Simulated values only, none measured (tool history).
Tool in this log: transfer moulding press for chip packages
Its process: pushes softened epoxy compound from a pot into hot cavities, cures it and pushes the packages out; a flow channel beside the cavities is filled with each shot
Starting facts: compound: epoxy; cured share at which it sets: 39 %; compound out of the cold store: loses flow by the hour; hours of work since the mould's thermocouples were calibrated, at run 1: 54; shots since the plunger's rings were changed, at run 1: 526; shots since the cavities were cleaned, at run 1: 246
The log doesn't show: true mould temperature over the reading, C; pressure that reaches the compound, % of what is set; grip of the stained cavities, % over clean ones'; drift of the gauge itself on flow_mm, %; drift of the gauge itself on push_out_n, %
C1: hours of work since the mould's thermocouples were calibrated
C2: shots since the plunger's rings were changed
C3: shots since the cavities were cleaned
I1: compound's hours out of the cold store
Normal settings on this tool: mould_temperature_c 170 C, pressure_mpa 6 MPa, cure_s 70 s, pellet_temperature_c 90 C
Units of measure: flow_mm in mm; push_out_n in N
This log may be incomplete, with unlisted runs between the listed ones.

{"run": 1, "day": 0.0, "mould_temperature_c": 170, "pressure_mpa": 6, "cure_s": 70, "pellet_temperature_c": 90, "C1": 54, "C2": 526, "C3": 246, "I1": 48, "flow_mm": 769, "push_out_n": 788}
{"day": 1.917, "done": "cavities cleaned with cleaning compound and waxed"}
{"run": 2, "day": 2.075, "mould_temperature_c": 170, "pressure_mpa": 6, "cure_s": 70, "pellet_temperature_c": 90, "C1": 92, "C2": 1509, "C3": 78, "I1": 27.5, "flow_mm": 849, "push_out_n": 724}
{"day": 4.467, "done": "cavities cleaned with cleaning compound and waxed"}
{"run": 3, "day": 4.825, "mould_temperature_c": 170, "pressure_mpa": 6, "cure_s": 70, "pellet_temperature_c": 90, "C1": 144, "C2": 2821, "C3": 175, "I1": 33.4, "flow_mm": 812, "push_out_n": 781}
{"day": 5.833, "done": "plunger's sealing rings changed"}
{"day": 6.946, "done": "cavities cleaned with cleaning compound and waxed"}
{"run": 4, "day": 7.517, "mould_temperature_c": 170, "pressure_mpa": 6, "cure_s": 70, "pellet_temperature_c": 90, "C1": 192, "C2": 790, "C3": 279, "I1": 34.3, "flow_mm": 809, "push_out_n": 797}
{"day": 9.333, "done": "cavities cleaned with cleaning compound and waxed"}
{"run": 5, "day": 10.133, "mould_temperature_c": 170, "pressure_mpa": 6, "cure_s": 70, "pellet_temperature_c": 90, "C1": 241, "C2": 2036, "C3": 391, "I1": 12.6, "flow_mm": 904, "push_out_n": 932}
{"run": 6, "day": 11.554, "mould_temperature_c": 170, "pressure_mpa": 6, "cure_s": 70, "pellet_temperature_c": 90, "C1": 269, "C2": 2729, "C3": 1084, "I1": 31.3, "flow_mm": 813, "push_out_n": 992}
{"day": 11.738, "done": "cavities cleaned with cleaning compound and waxed"}
{"day": 12.912, "done": "plunger's sealing rings changed"}
{"run": 7, "day": 14.117, "mould_temperature_c": 170, "pressure_mpa": 6, "cure_s": 70, "pellet_temperature_c": 90, "C1": 314, "C2": 586, "C3": 1109, "I1": 33.8, "flow_mm": 822, "push_out_n": 1007}
{"day": 14.429, "done": "cavities cleaned with cleaning compound and waxed"}
{"day": 16.129, "done": "mould's thermocouples calibrated"}
{"run": 8, "day": 16.717, "mould_temperature_c": 170, "pressure_mpa": 6, "cure_s": 70, "pellet_temperature_c": 90, "C1": 11, "C2": 1785, "C3": 1077, "I1": 19.5, "flow_mm": 872, "push_out_n": 986}
{"day": 16.925, "done": "cavities cleaned with cleaning compound and waxed"}
{"run": 9, "day": 19.154, "mould_temperature_c": 170, "pressure_mpa": 6, "cure_s": 70, "pellet_temperature_c": 83, "C1": 57, "C2": 2943, "C3": 1088, "I1": 42.1, "flow_mm": 773, "push_out_n": 959}
{"day": 19.371, "done": "cavities cleaned with cleaning compound and waxed"}
{"day": 19.971, "done": "plunger's sealing rings changed"}
{"day": 20.967, "done": "mould's thermocouples calibrated, once more"}
{"day": 22.154, "done": "cavities cleaned with cleaning compound and waxed"}
{"run": 10, "day": 22.354, "mould_temperature_c": 170, "pressure_mpa": 6, "cure_s": 70, "pellet_temperature_c": 83, "C1": 25, "C2": 1090, "C3": 96, "I1": 26.6, "flow_mm": 849, "push_out_n": 699}
{"day": 24.625, "done": "cavities cleaned with cleaning compound and waxed"}
{"run": 11, "day": 25.367, "mould_temperature_c": 170, "pressure_mpa": 6, "cure_s": 70, "pellet_temperature_c": 81, "C1": 82, "C2": 2530, "C3": 361, "I1": 10.6, "flow_mm": 911, "push_out_n": 938}
{"day": 27.012, "done": "plunger's sealing rings changed"}
{"day": 27.225, "done": "cavities cleaned with cleaning compound and waxed"}
{"run": 12, "day": 27.729, "mould_temperature_c": 170, "pressure_mpa": 6, "cure_s": 62, "pellet_temperature_c": 90, "C1": 124, "C2": 318, "C3": 245, "I1": 33.6, "flow_mm": 821, "push_out_n": 1048}
{"run": 13, "day": 29.312, "mould_temperature_c": 170, "pressure_mpa": 6, "cure_s": 62, "pellet_temperature_c": 90, "C1": 155, "C2": 1092, "C3": 1019, "I1": 18.2, "flow_mm": 887, "push_out_n": 1363}
{"day": 29.754, "done": "cavities cleaned with cleaning compound and waxed"}
{"run": 14, "day": 31.342, "mould_temperature_c": 174, "pressure_mpa": 6, "cure_s": 55, "pellet_temperature_c": 90, "C1": 192, "C2": 2050, "C3": 774, "I1": 31.9, "flow_mm": 804, "push_out_n": 1244}
{"day": 32.183, "done": "cavities cleaned with cleaning compound and waxed"}
{"day": 33.967, "done": "plunger's sealing rings changed"}
{"run": 15, "day": 34.446, "mould_temperature_c": 172, "pressure_mpa": 6, "cure_s": 58, "pellet_temperature_c": 90, "C1": 249, "C2": 234, "C3": 1054, "I1": 28.7, "flow_mm": 835, "push_out_n": 1289}
{"day": 34.896, "done": "cavities cleaned with cleaning compound and waxed"}
{"run": 16, "day": 36.796, "mould_temperature_c": 170, "pressure_mpa": 6, "cure_s": 70, "pellet_temperature_c": 86, "C1": 292, "C2": 1350, "C3": 927, "I1": 30.1, "flow_mm": 824, "push_out_n": 980}
{"day": 37.404, "done": "cavities cleaned with cleaning compound and waxed"}
{"run": 17, "day": 38.933, "mould_temperature_c": 174, "pressure_mpa": 6.85, "cure_s": 58, "pellet_temperature_c": 82, "C1": 332, "C2": 2362, "C3": 746, "I1": 11, "flow_mm": 952, "push_out_n": 1196}
{"day": 39.921, "done": "mould's thermocouples calibrated"}
{"day": 39.983, "done": "cavities cleaned with cleaning compound and waxed"}
{"day": 41.038, "done": "plunger's sealing rings changed"}
{"run": 18, "day": 42.05, "mould_temperature_c": 172, "pressure_mpa": 7.1, "cure_s": 58, "pellet_temperature_c": 91, "C1": 38, "C2": 495, "C3": 958, "I1": 30.3, "flow_mm": 912, "push_out_n": 1422}
{"day": 42.562, "done": "cavities cleaned with cleaning compound and waxed"}
{"run": 19, "day": 44.742, "mould_temperature_c": 164, "pressure_mpa": 7.1, "cure_s": 58, "pellet_temperature_c": 91, "C1": 88, "C2": 1779, "C3": 1064, "I1": 24.8, "flow_mm": 949, "push_out_n": 2393}
{"day": 45.05, "done": "cavities cleaned with cleaning compound and waxed"}
{"day": 47.625, "done": "cavities cleaned with cleaning compound and waxed"}
{"run": 20, "day": 47.662, "mould_temperature_c": 170, "pressure_mpa": 5.54, "cure_s": 68, "pellet_temperature_c": 85, "C1": 142, "C2": 3142, "C3": 18, "I1": 24, "flow_mm": 811, "push_out_n": 735}
{"day": 48.075, "done": "plunger's sealing rings changed"}
{"day": 50.112, "done": "cavities cleaned with cleaning compound and waxed"}
{"run": 21, "day": 50.688, "mould_temperature_c": 170, "pressure_mpa": 7.35, "cure_s": 68, "pellet_temperature_c": 90, "C1": 197, "C2": 1244, "C3": 281, "I1": 44.8, "flow_mm": 849, "push_out_n": 826}
{"day": 52.508, "done": "cavities cleaned with cleaning compound and waxed"}
{"run": 22, "day": 52.75, "mould_temperature_c": 171, "pressure_mpa": 6.26, "cure_s": 66, "pellet_temperature_c": 89, "C1": 235, "C2": 2221, "C3": 119, "I1": 40.7, "flow_mm": 791, "push_out_n": 758}
{"day": 55.025, "done": "plunger's sealing rings changed"}
{"day": 55.088, "done": "cavities cleaned with cleaning compound and waxed"}
{"run": 23, "day": 55.546, "mould_temperature_c": 171, "pressure_mpa": 6.26, "cure_s": 66, "pellet_temperature_c": 89, "C1": 285, "C2": 222, "C3": 222, "I1": 30.2, "flow_mm": 855, "push_out_n": 855}
{"day": 57.546, "done": "cavities cleaned with cleaning compound and waxed"}
{"run": 24, "day": 57.608, "mould_temperature_c": 170, "pressure_mpa": 5.65, "cure_s": 50, "pellet_temperature_c": 90, "C1": 324, "C2": 1200, "C3": 31, "I1": 44.3, "flow_mm": 751, "push_out_n": 1375}
{"day": 59.046, "done": "mould's thermocouples calibrated"}
{"day": 60.071, "done": "cavities cleaned with cleaning compound and waxed"}
{"run": 25, "day": 60.071, "mould_temperature_c": 170, "pressure_mpa": 4.68, "cure_s": 64, "pellet_temperature_c": 83, "C1": 18, "C2": 2329, "C3": 0, "I1": 12.8, "flow_mm": 799, "push_out_n": 891}

Below are 3 alternative next runs, each starting from the tool's condition after run 25. Predict each:
{"day": 62.146, "done": "plunger's sealing rings changed"}
{"run": "A", "day": 62.275, "mould_temperature_c": 171, "pressure_mpa": 5.14, "cure_s": 61, "pellet_temperature_c": 90, "C1": 59, "C2": 63, "C3": 1026, "I1": 14.5, "flow_mm": "?", "push_out_n": "?"}
{"day": 62.146, "done": "plunger's sealing rings changed"}
{"run": "B", "day": 62.275, "mould_temperature_c": 170, "pressure_mpa": 5.84, "cure_s": 70, "pellet_temperature_c": 85, "C1": 59, "C2": 63, "C3": 1026, "I1": 8.4, "flow_mm": "?", "push_out_n": "?"}
{"day": 62.146, "done": "plunger's sealing rings changed"}
{"run": "C", "day": 62.275, "mould_temperature_c": 170, "pressure_mpa": 7.32, "cure_s": 64, "pellet_temperature_c": 83, "C1": 59, "C2": 63, "C3": 1026, "I1": 16.2, "flow_mm": "?", "push_out_n": "?"}

run=A flow_mm=843 push_out_n=1381
run=B flow_mm=932 push_out_n=1132
run=C flow_mm=991 push_out_n=1370
The same runs, with their run-to-run variation unchanged, on a tool lacking any hidden condition would have given:
run=A flow_mm=844 push_out_n=869
run=B flow_mm=933 push_out_n=712
run=C flow_mm=992 push_out_n=859
